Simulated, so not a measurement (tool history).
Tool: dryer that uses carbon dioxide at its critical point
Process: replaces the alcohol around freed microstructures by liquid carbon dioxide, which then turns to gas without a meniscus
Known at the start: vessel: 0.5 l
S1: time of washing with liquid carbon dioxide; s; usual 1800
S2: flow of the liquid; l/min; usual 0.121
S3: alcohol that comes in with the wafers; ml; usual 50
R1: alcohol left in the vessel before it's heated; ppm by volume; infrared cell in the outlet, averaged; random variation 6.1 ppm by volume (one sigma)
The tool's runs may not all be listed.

{"run": 1, "hour": 0.0, "S1": 1800, "S2": 0.121, "S3": 50, "R1": 304}
{"run": 2, "hour": 35.3, "S1": 1740, "S2": 0.121, "S3": 50, "R1": 396}
{"run": 3, "hour": 64.3, "S1": 1920, "S2": 0.121, "S3": 50, "R1": 240}
{"run": 4, "hour": 108.0, "S1": 1800, "S2": 0.121, "S3": 59, "R1": 428}
{"run": 5, "hour": 133.1, "S1": 1800, "S2": 0.121, "S3": 59, "R1": 418}
{"run": 6, "hour": 163.5, "S1": 1800, "S2": 0.121, "S3": 50, "R1": 381}
{"run": 7, "hour": 193.5, "S1": 1800, "S2": 0.121, "S3": 84, "R1": 658}
{"run": 8, "hour": 229.1, "S1": 1800, "S2": 0.121, "S3": 84, "R1": 694}
{"run": 9, "hour": 249.5, "S1": 1800, "S2": 0.121, "S3": 84, "R1": 710}
{"run": 10, "hour": 268.5, "S1": 1800, "S2": 0.121, "S3": 50, "R1": 454}
{"run": 11, "hour": 298.3, "S1": 1800, "S2": 0.121, "S3": 50, "R1": 462}
{"run": 12, "hour": 317.8, "S1": 1800, "S2": 0.204, "S3": 50, "R1": 49}
{"run": 13, "hour": 336.5, "S1": 1500, "S2": 0.121, "S3": 29, "R1": 670}
{"hour": 363.7, "done": "inlet filter changed"}
{"run": 14, "hour": 375.1, "S1": 2280, "S2": 0.118, "S3": 25, "R1": 65}
{"run": 15, "hour": 418.9, "S1": 2280, "S2": 0.118, "S3": 25, "R1": 67}
{"run": 16, "hour": 462.7, "S1": 2280, "S2": 0.16, "S3": 28, "R1": 45}
{"run": 17, "hour": 498.4, "S1": 1800, "S2": 0.148, "S3": 50, "R1": 116}
{"run": 18, "hour": 525.7, "S1": 1800, "S2": 0.148, "S3": 50, "R1": 121}
{"run": 19, "hour": 569.4, "S1": 1800, "S2": 0.162, "S3": 50, "R1": 87}
{"run": 20, "hour": 604.1, "S1": 1800, "S2": 0.164, "S3": 50, "R1": 78}
{"run": 21, "hour": 643.5, "S1": 2700, "S2": 0.139, "S3": 25, "R1": 53}

Forecast run 22:
{"run": 22, "hour": 683.9, "S1": 2820, "S2": 0.117, "S3": 24, "R1": "?"}

Run 22 gave R1 53 ppm by volume.
Without the tool's hidden state the same run would have given R1 5 ppm by volume.

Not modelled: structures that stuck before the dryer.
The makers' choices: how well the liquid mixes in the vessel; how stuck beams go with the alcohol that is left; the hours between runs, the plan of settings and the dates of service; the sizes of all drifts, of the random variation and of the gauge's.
